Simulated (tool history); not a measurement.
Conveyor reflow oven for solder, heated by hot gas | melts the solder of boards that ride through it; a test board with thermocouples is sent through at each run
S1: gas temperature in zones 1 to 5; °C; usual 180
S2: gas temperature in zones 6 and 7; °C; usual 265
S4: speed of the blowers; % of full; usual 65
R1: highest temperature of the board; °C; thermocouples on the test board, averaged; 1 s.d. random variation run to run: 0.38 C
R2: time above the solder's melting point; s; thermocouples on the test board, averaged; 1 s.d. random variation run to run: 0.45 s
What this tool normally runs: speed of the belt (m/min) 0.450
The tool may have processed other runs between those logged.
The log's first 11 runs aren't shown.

{"hour": 63.0, "done": "flux residue cleaned out of gas plates and filters"}
{"run": 12, "hour": 68.7, "S1": 180, "S2": 265, "speed of the belt (m/min)": 0.45, "S4": 65, "R1": 251.6, "R2": 62.3}
{"run": 13, "hour": 73.9, "S1": 180, "S2": 265, "speed of the belt (m/min)": 0.381, "S4": 65, "R1": 256.4, "R2": 78.4}
{"run": 14, "hour": 82.4, "S1": 180, "S2": 265, "speed of the belt (m/min)": 0.381, "S4": 65, "R1": 255.4, "R2": 78.8}
{"run": 15, "hour": 89.3, "S1": 180, "S2": 265, "speed of the belt (m/min)": 0.381, "S4": 65, "R1": 256.1, "R2": 78.7}
{"run": 16, "hour": 97.5, "S1": 180, "S2": 265, "speed of the belt (m/min)": 0.381, "S4": 65, "R1": 255.6, "R2": 78.3}
{"run": 17, "hour": 106.4, "S1": 169, "S2": 273, "speed of the belt (m/min)": 0.53, "S4": 65, "R1": 251.2, "R2": 47.6}
{"run": 18, "hour": 110.9, "S1": 180, "S2": 267, "speed of the belt (m/min)": 0.539, "S4": 65, "R1": 248.4, "R2": 47.6}
{"run": 19, "hour": 120.1, "S1": 180, "S2": 267, "speed of the belt (m/min)": 0.539, "S4": 65, "R1": 248.6, "R2": 47.5}
{"run": 20, "hour": 126.8, "S1": 180, "S2": 267, "speed of the belt (m/min)": 0.539, "S4": 65, "R1": 247.5, "R2": 48.0}
{"run": 21, "hour": 132.2, "S1": 180, "S2": 274, "speed of the belt (m/min)": 0.45, "S4": 88, "R1": 264.9, "R2": 70.2}
{"run": 22, "hour": 137.8, "S1": 180, "S2": 274, "speed of the belt (m/min)": 0.45, "S4": 88, "R1": 264.4, "R2": 69.3}
{"run": 23, "hour": 145.3, "S1": 190, "S2": 274, "speed of the belt (m/min)": 0.388, "S4": 53, "R1": 261.7, "R2": 84.6}
{"run": 24, "hour": 153.8, "S1": 180, "S2": 264, "speed of the belt (m/min)": 0.372, "S4": 65, "R1": 254.9, "R2": 80.7}
{"run": 25, "hour": 158.9, "S1": 180, "S2": 280, "speed of the belt (m/min)": 0.39, "S4": 79, "R1": 271.9, "R2": 85.8}
{"run": 26, "hour": 166.8, "S1": 180, "S2": 280, "speed of the belt (m/min)": 0.39, "S4": 79, "R1": 271.9, "R2": 85.6}
{"run": 27, "hour": 173.4, "S1": 166, "S2": 257, "speed of the belt (m/min)": 0.403, "S4": 79, "R1": 248.9, "R2": 63.3}

What does the tool deliver on the next run?
{"hour": 178.3, "done": "thermocouples of zones 6 and 7 changed"}
{"run": 28, "hour": 180.3, "S1": 178, "S2": 265, "speed of the belt (m/min)": 0.45, "S4": 60, "R1": "?", "R2": "?"}

R1: 249.9 °C
R2: 59.5 s
The same run, on a tool lacking any hidden state, would have yielded R1 249.9 °C, R2 59.5 s.

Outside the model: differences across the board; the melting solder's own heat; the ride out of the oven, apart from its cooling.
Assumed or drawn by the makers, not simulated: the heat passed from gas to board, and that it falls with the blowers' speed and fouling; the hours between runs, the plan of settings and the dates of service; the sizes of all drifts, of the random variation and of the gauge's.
